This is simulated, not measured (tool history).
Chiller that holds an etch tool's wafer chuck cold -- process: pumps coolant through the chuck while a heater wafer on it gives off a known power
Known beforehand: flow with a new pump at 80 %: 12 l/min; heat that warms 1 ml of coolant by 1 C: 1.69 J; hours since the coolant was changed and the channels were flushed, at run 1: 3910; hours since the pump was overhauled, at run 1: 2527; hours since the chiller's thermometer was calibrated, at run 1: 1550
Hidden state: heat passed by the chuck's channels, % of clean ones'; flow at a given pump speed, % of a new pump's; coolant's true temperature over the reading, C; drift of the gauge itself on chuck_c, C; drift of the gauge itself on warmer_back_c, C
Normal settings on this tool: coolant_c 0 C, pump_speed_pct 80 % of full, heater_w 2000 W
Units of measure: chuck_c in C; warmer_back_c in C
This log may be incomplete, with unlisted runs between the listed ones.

run,hour,coolant_c,pump_speed_pct,heater_w,hours since the coolant was changed and the channels were flushed,hours since the pump was overhauled,hours since the chiller's thermometer was calibrated,chuck_c,warmer_back_c
1,0,0,80,2000,3910,2527,1550,17.9,5.91
2,52.5,0,80,2000,3963,2580,1603,17.7,5.86
3,91.1,0,80,2000,4001,2619,1641,17.8,5.9
4,132.1,0,80,2000,4042,2660,1682,17.9,5.84
5,183.1,0,80,2000,4093,2711,1733,17.9,5.86
6,238.9,0,80,2000,4149,2766,1789,17.8,5.85
7,285.8,0,80,2000,4196,2813,1836,17.8,5.75
8,343.4,0,72,2000,4253,2871,1894,18.9,6.4
9,399.4,0,72,2000,4309,2927,1950,18.8,6.35
10,432.6,1,72,2000,4343,2960,1983,19.9,6.38
11,491.1,1,72,2000,4401,3019,2041,19.8,6.32
12,539.8,1,72,2000,4450,3067,2090,20,6.32
13,603,1,72,2000,4513,3131,2153,19.9,6.21
14,665.9,0,80,2000,4576,3193,2216,17.6,5.6
# hour 712.9: gauge calibrated
15,725.1,0,80,2000,4635,3253,2275,17.8,5.86
16,752.4,0,80,2000,4662,3280,2303,17.8,5.84
17,794,0,80,2000,4704,3321,2344,17.8,5.92
18,826.3,0,80,2000,4736,3354,2377,17.7,5.85
19,877.1,0,84,2770,4787,3405,2427,23.9,7.7
20,919.5,9,91,1418,4830,3447,2470,20.8,3.66
21,947.6,9,91,1418,4858,3475,2498,20.8,3.55
22,981.7,3,80,2000,4892,3509,2532,20.9,5.82
23,1037.3,3,80,2000,4947,3565,2588,20.7,5.74
24,1090.4,3,80,1088,5000,3618,2641,12.8,3.04
25,1119.2,3,80,1088,5029,3647,2669,12.6,3
26,1178,3,80,1088,5088,3706,2728,12.8,3
27,1233.1,8,72,2727,5143,3761,2783,34,8.7
28,1286.4,1,89,2658,5196,3814,2837,23.3,6.75
29,1337.8,1,89,2658,5248,3865,2888,23.2,6.8
30,1370.9,1,86,2435,5281,3898,2921,21.6,6.35
# hour 1404.3: chiller's thermometer calibrated
31,1423,3,80,1301,5332,3949,19,14.6,3.5

Some steps in warmer_back_c between neighbouring runs. How much of each would the tool show without its hidden state too (settings, what came in, random variation), and how much is left for the hidden state, with any gauge scatter that isn't in both results?
Run 1 -> 2: no setting changed, nothing entered. warmer_back_c -0.05 C: hidden state -0.03, all else -0.02.
Run 12 -> 13: no setting changed, nothing entered. warmer_back_c -0.11 C: hidden state -0.04, all else -0.07.
Run 14 -> 15: gauge calibrated. warmer_back_c +0.26 C: hidden state +0.34, all else -0.08.
Run 19 -> 20: coolant_c 0 -> 9, pump_speed_pct 84 -> 91, heater_w 2770 -> 1418. warmer_back_c -4.04 C: hidden state -0.03, all else -4.01.
Run 26 -> 27: coolant_c 3 -> 8, pump_speed_pct 80 -> 72, heater_w 1088 -> 2727. warmer_back_c +5.7 C: hidden state -0.03, all else +5.73.
Run 30 -> 31: coolant_c 1 -> 3, pump_speed_pct 86 -> 80, heater_w 2435 -> 1301, chiller's thermometer calibrated. warmer_back_c -2.85 C: hidden state -0.02, all else -2.83.

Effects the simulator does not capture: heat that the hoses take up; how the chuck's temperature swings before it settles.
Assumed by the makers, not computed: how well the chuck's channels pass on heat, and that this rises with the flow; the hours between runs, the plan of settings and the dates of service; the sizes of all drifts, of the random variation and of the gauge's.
